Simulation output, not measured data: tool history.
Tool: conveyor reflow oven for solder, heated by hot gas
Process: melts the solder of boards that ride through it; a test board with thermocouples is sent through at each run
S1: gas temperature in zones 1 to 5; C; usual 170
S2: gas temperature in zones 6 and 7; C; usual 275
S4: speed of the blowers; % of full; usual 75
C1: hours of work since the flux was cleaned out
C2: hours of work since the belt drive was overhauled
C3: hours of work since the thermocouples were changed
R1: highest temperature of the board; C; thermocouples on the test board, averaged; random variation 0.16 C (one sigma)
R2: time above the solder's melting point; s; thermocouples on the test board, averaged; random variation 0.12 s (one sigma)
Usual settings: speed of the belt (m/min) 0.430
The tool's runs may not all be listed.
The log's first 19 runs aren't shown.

Run 20, hour 1046.5: usual settings but S4 61 % of full; C1 218; C2 46; C3 269. Result: R1 255.4 C, R2 62.8 s.
Run 21, hour 1131.4: usual settings but S1 179 C, S4 69 % of full; C1 278; C2 107; C3 329. Result: R1 259.3 C, R2 69.2 s.
Run 22, hour 1179.3: usual settings but speed of the belt (m/min) 0.433; C1 312; C2 141; C3 363. Result: R1 258.8 C, R2 65.7 s.
Run 23, hour 1241.3: usual settings but speed of the belt (m/min) 0.433; C1 356; C2 185; C3 407. Result: R1 258.6 C, R2 65.3 s.
At hour 1308.9: flux residue cleaned out of gas plates and filters.
Run 24, hour 1310.3: usual settings but S1 164 C, S2 276 C, speed of the belt (m/min) 0.509; C1 1; C2 230; C3 453. Result: R1 255.4 C, R2 51.4 s.
Run 25, hour 1359.2: usual settings but S1 155 C, speed of the belt (m/min) 0.470; C1 36; C2 265; C3 488. Result: R1 255.9 C, R2 53.8 s.
Run 26, hour 1399.3: usual settings but S1 181 C, S2 268 C, speed of the belt (m/min) 0.470, S4 80 % of full; C1 64; C2 293; C3 516. Result: R1 255.1 C, R2 62.6 s.
Run 27, hour 1441.9: usual settings but S1 163 C, S2 282 C, speed of the belt (m/min) 0.439; C1 94; C2 323; C3 546. Result: R1 265.5 C, R2 66.8 s.
Run 28, hour 1509.2: usual settings but S1 161 C, S2 282 C, speed of the belt (m/min) 0.348; C1 142; C2 371; C3 594. Result: R1 272.5 C, R2 89.4 s.
Run 29, hour 1577.7: usual settings but S1 161 C, S2 282 C, speed of the belt (m/min) 0.348, S4 68 % of full; C1 191; C2 420; C3 643. Result: R1 270.7 C, R2 88.0 s.
Run 30, hour 1633.6: usual settings but S1 161 C, S2 282 C, speed of the belt (m/min) 0.348, S4 68 % of full; C1 230; C2 459; C3 682. Result: R1 270.2 C, R2 87.9 s.
Run 31, hour 1710.7: usual settings but S1 161 C, S2 282 C, speed of the belt (m/min) 0.348, S4 68 % of full; C1 285; C2 514; C3 737. Result: R1 270.2 C, R2 87.7 s.

3 ways to go on from here, each from the tool as it stands after run 31. What would each give?
Run A, hour 1772.8: usual settings but S1 161 C, S2 264 C, speed of the belt (m/min) 0.348, S4 68 % of full; C1 329; C2 558; C3 781. Result: R1 ?, R2 ?.
Run B, hour 1772.8: usual settings but S2 288 C, speed of the belt (m/min) 0.508; C1 329; C2 558; C3 781. Result: R1 ?, R2 ?.
Run C, hour 1772.8: usual settings but speed of the belt (m/min) 0.426, S4 78 % of full; C1 329; C2 558; C3 781. Result: R1 ?, R2 ?.

run     R1    R2
  A  253.3  75.6
  B  264.6  58.6
  C  260.9  68.6
Without the tool's hidden state the same runs would have given:
run     R1    R2
  A  253.9  76.1
  B  266.6  59.1
  C  262.1  69.0
